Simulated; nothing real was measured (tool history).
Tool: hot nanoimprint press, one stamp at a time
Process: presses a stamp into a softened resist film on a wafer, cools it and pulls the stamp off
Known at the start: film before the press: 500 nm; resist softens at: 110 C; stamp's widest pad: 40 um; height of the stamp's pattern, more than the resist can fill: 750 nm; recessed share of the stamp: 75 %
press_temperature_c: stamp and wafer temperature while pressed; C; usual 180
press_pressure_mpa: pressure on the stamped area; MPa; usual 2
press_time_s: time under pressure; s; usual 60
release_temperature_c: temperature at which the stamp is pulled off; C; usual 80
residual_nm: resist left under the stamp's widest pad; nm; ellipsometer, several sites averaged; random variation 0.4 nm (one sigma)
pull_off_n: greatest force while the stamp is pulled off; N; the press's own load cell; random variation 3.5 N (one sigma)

run 1 hour=0 | press_temperature_c=180 press_pressure_mpa=2 press_time_s=60 release_temperature_c=80 | residual_nm=245.7 pull_off_n=247
run 2 hour=12.6 | press_temperature_c=180 press_pressure_mpa=2 press_time_s=60 release_temperature_c=80 | residual_nm=245.1 pull_off_n=247
run 3 hour=31.9 | press_temperature_c=180 press_pressure_mpa=2 press_time_s=60 release_temperature_c=80 | residual_nm=246.3 pull_off_n=248
run 4 hour=57.4 | press_temperature_c=180 press_pressure_mpa=2 press_time_s=60 release_temperature_c=80 | residual_nm=245.4 pull_off_n=249
run 5 hour=73 | press_temperature_c=180 press_pressure_mpa=1.94 press_time_s=60 release_temperature_c=80 | residual_nm=248.3 pull_off_n=260
run 6 hour=90.8 | press_temperature_c=180 press_pressure_mpa=1.94 press_time_s=60 release_temperature_c=80 | residual_nm=249.1 pull_off_n=250
run 7 hour=110.9 | press_temperature_c=180 press_pressure_mpa=1.94 press_time_s=60 release_temperature_c=80 | residual_nm=248.3 pull_off_n=259
run 8 hour=136.5 | press_temperature_c=173 press_pressure_mpa=1.78 press_time_s=66 release_temperature_c=71 | residual_nm=319.4 pull_off_n=279
run 9 hour=152.9 | press_temperature_c=173 press_pressure_mpa=1.78 press_time_s=66 release_temperature_c=71 | residual_nm=318.5 pull_off_n=286
run 10 hour=176.3 | press_temperature_c=180 press_pressure_mpa=1.85 press_time_s=82 release_temperature_c=80 | residual_nm=227.2 pull_off_n=259
run 11 hour=200.5 | press_temperature_c=180 press_pressure_mpa=1.85 press_time_s=82 release_temperature_c=80 | residual_nm=227.8 pull_off_n=266
run 12 hour=227.8 | press_temperature_c=180 press_pressure_mpa=1.85 press_time_s=82 release_temperature_c=80 | residual_nm=226.7 pull_off_n=273
run 13 hour=247.9 | press_temperature_c=180 press_pressure_mpa=1.85 press_time_s=82 release_temperature_c=80 | residual_nm=226.5 pull_off_n=269

Measured less the same run without the tool's hidden state. The same run-to-run variation is in both; the gauge's scatter may not be:
The hidden state here: true temperature over the reading, C; pressure that arrives at the usual setting, %; grip of the stamp's worn release coat, % over a new coat's; drift of the gauge itself on residual_nm, %; drift of the gauge itself on pull_off_n, %.
run=1 residual_nm=+1.5 pull_off_n=+31
run=2 residual_nm=+1.4 pull_off_n=+32
run=3 residual_nm=+1.2 pull_off_n=+33
run=4 residual_nm=+1.2 pull_off_n=+35
run=5 residual_nm=+1.1 pull_off_n=+38
run=6 residual_nm=+0.9 pull_off_n=+37
run=7 residual_nm=+0.8 pull_off_n=+40
run=8 residual_nm=+0.7 pull_off_n=+45
run=9 residual_nm=+0.6 pull_off_n=+47
run=10 residual_nm=+0.4 pull_off_n=+44
run=11 residual_nm=+0.3 pull_off_n=+47
run=12 residual_nm=+0.2 pull_off_n=+51
run=13 residual_nm=+0 pull_off_n=+51
